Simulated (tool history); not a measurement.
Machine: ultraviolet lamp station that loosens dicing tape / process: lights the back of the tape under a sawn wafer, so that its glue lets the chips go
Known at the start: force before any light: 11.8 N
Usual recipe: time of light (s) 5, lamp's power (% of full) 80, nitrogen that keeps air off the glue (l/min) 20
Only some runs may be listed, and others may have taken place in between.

run,hour,time of light (s),lamp's power (% of full),nitrogen that keeps air off the glue (l/min),force that peels the tape off (N),light that reached the tape (J/m2)
1,0,5,80,20,0.62,4030
2,36.9,5,80,20,0.61,3980
3,64,5,80,20,0.617,3970
4,94.2,5,80,20,0.616,3950
5,123.3,5,80,24,0.538,3970
6,149.4,4,80,20,0.995,3100

Forecast run 7:
7,174,4,80,20,?,?

force that peels the tape off (N): 1.005
light that reached the tape (J/m2): 3120
Minus the tool's unlogged condition, the same run would have read force that peels the tape off (N) 0.779, light that reached the tape (J/m2) 3510.

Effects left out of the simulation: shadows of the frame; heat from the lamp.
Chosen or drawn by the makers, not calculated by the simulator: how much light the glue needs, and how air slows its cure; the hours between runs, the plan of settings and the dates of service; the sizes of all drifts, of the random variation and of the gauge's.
